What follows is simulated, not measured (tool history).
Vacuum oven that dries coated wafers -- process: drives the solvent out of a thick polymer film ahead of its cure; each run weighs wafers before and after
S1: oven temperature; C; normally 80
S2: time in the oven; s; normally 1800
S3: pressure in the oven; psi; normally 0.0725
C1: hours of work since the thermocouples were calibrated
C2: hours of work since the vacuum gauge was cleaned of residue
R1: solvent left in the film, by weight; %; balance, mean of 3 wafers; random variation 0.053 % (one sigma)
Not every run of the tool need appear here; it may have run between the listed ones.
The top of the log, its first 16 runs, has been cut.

| run | day | S1 | S2 | S3 | C1 | C2 | R1 |
|---|---|---|---|---|---|---|---|
| 17 | 31.238 | 80 | 1800 | 0.1662 | 717 | 802 | 2.13 |
| 18 | 33.496 | 92 | 1500 | 0.2036 | 744 | 829 | 0.61 |
| 19 | 34.988 | 92 | 1500 | 0.2036 | 762 | 847 | 0.60 |
| 20 | 36.962 | 70 | 1980 | 0.0371 | 786 | 871 | 4.96 |
| 21 | 38.750 | 72 | 2280 | 0.0725 | 808 | 893 | 3.41 |
| 22 | 40.388 | 72 | 2280 | 0.0725 | 828 | 913 | 3.41 |
| 23 | 41.600 | 72 | 2700 | 0.0725 | 842 | 928 | 2.53 |
| 24 | 43.892 | 78 | 1260 | 0.2853 | 870 | 955 | 5.03 |
| 25 | 45.442 | 86 | 1560 | 0.0725 | 889 | 974 | 1.11 |
| 26 | 47.058 | 86 | 1560 | 0.0725 | 909 | 994 | 1.18 |
| 27 | 48.696 | 73 | 1440 | 0.0522 | 928 | 1014 | 6.00 |
| 28 | 50.342 | 77 | 1980 | 0.0725 | 948 | 1034 | 2.57 |
| 29 | 52.325 | 77 | 1980 | 0.0725 | 972 | 1058 | 2.44 |
| 30 | 54.625 | 80 | 960 | 0.0725 | 1000 | 1085 | 5.74 |
| 31 | 57.317 | 94 | 960 | 0.0725 | 1033 | 1118 | 1.20 |

Here are 3 independent what-if runs from the current tool condition. What would each one return?
| A | 59.692 | 84 | 1980 | 0.0363 | 1062 | 1147 | ? |
| B | 59.692 | 87 | 1800 | 0.0725 | 1062 | 1147 | ? |
| C | 59.692 | 84 | 1080 | 0.0725 | 1062 | 1147 | ? |

| run | R1 |
|---|---|
| A | 0.80 |
| B | 0.76 |
| C | 3.32 |
With no hidden state in the tool, these same runs would have given:
| run | R1 |
|---|---|
| A | 0.60 |
| B | 0.59 |
| C | 2.90 |
